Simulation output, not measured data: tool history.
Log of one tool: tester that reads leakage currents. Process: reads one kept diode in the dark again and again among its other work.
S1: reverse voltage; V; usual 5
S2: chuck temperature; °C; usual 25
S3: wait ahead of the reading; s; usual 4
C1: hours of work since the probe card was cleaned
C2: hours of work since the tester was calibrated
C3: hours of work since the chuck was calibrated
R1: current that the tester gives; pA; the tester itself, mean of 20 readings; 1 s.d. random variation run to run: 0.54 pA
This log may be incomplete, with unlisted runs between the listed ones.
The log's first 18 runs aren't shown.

{"run": 19, "hour": 1956.5, "S1": 5, "S2": 25, "S3": 4, "C1": 2115, "C2": 2475, "C3": 513, "R1": 198.79}
{"run": 20, "hour": 2051.6, "S1": 15.57, "S2": 39, "S3": 0.32, "C1": 2163, "C2": 2523, "C3": 561, "R1": 971.38}
{"run": 21, "hour": 2193.3, "S1": 15.57, "S2": 39, "S3": 0.32, "C1": 2235, "C2": 2594, "C3": 633, "R1": 985.59}
{"run": 22, "hour": 2288.3, "S1": 15.57, "S2": 59, "S3": 7.64, "C1": 2283, "C2": 2642, "C3": 681, "R1": 3602.61}
{"run": 23, "hour": 2351.1, "S1": 15.57, "S2": 59, "S3": 7.64, "C1": 2315, "C2": 2674, "C3": 712, "R1": 3609.85}
{"run": 24, "hour": 2492.6, "S1": 15.57, "S2": 59, "S3": 7.64, "C1": 2386, "C2": 2746, "C3": 784, "R1": 3653.22}
{"hour": 2500.5, "done": "chuck's temperature calibrated"}
{"run": 25, "hour": 2639.0, "S1": 1.63, "S2": 25, "S3": 7.56, "C1": 2459, "C2": 2819, "C3": 70, "R1": 105.05}
{"run": 26, "hour": 2727.8, "S1": 11.86, "S2": 24, "S3": 4, "C1": 2504, "C2": 2863, "C3": 115, "R1": 258.98}
{"run": 27, "hour": 2826.3, "S1": 11.86, "S2": 25, "S3": 0.56, "C1": 2554, "C2": 2913, "C3": 165, "R1": 285.38}
{"hour": 2897.6, "done": "tester calibrated"}
{"run": 28, "hour": 2947.4, "S1": 11.86, "S2": 25, "S3": 0.56, "C1": 2614, "C2": 25, "C3": 225, "R1": 296.3}
{"run": 29, "hour": 3051.1, "S1": 1.04, "S2": 26, "S3": 1.68, "C1": 2666, "C2": 78, "C3": 277, "R1": 97.37}
{"run": 30, "hour": 3163.9, "S1": 2.39, "S2": 47, "S3": 1.17, "C1": 2723, "C2": 135, "C3": 334, "R1": 653.49}
{"run": 31, "hour": 3281.2, "S1": 2.39, "S2": 47, "S3": 1.17, "C1": 2783, "C2": 194, "C3": 393, "R1": 664.82}
{"run": 32, "hour": 3344.2, "S1": 1.92, "S2": 25, "S3": 4, "C1": 2814, "C2": 226, "C3": 425, "R1": 124.52}
{"run": 33, "hour": 3465.8, "S1": 7.09, "S2": 25, "S3": 4, "C1": 2876, "C2": 287, "C3": 487, "R1": 239.36}
{"run": 34, "hour": 3554.6, "S1": 7.09, "S2": 28, "S3": 3.96, "C1": 2921, "C2": 332, "C3": 532, "R1": 301.12}
{"run": 35, "hour": 3647.9, "S1": 1.38, "S2": 26, "S3": 0.59, "C1": 2968, "C2": 379, "C3": 579, "R1": 119.25}
{"run": 36, "hour": 3742.3, "S1": 1.38, "S2": 26, "S3": 0.59, "C1": 3016, "C2": 427, "C3": 626, "R1": 119.86}
{"run": 37, "hour": 3830.8, "S1": 4.91, "S2": 56, "S3": 0.49, "C1": 3060, "C2": 471, "C3": 671, "R1": 1740.28}
{"run": 38, "hour": 3965.8, "S1": 17.86, "S2": 58, "S3": 1.77, "C1": 3128, "C2": 540, "C3": 739, "R1": 3698.25}

Each row is a separate what-if for the run after 38, all from the same tool condition, not one after another. Results?
{"hour": 4064.7, "done": "chuck's temperature calibrated"}
{"run": "A", "hour": 4094.0, "S1": 1.32, "S2": 56, "S3": 1.77, "C1": 3192, "C2": 603, "C3": 15, "R1": "?"}
{"hour": 4064.7, "done": "chuck's temperature calibrated"}
{"run": "B", "hour": 4094.0, "S1": 6.88, "S2": 25, "S3": 4, "C1": 3192, "C2": 603, "C3": 15, "R1": "?"}
{"hour": 4064.7, "done": "chuck's temperature calibrated"}
{"run": "C", "hour": 4094.0, "S1": 5, "S2": 50, "S3": 8.4, "C1": 3192, "C2": 603, "C3": 15, "R1": "?"}
{"hour": 4064.7, "done": "chuck's temperature calibrated"}
{"run": "D", "hour": 4094.0, "S1": 4.05, "S2": 31, "S3": 3.21, "C1": 3192, "C2": 603, "C3": 15, "R1": "?"}

run=A R1=825.52
run=B R1=210.62
run=C R1=1050.32
run=D R1=252.94
With the hidden condition removed and each run's random variation left untouched, the same runs would have given:
run=A R1=836.06
run=B R1=206.86
run=C R1=1060.66
run=D R1=252.79
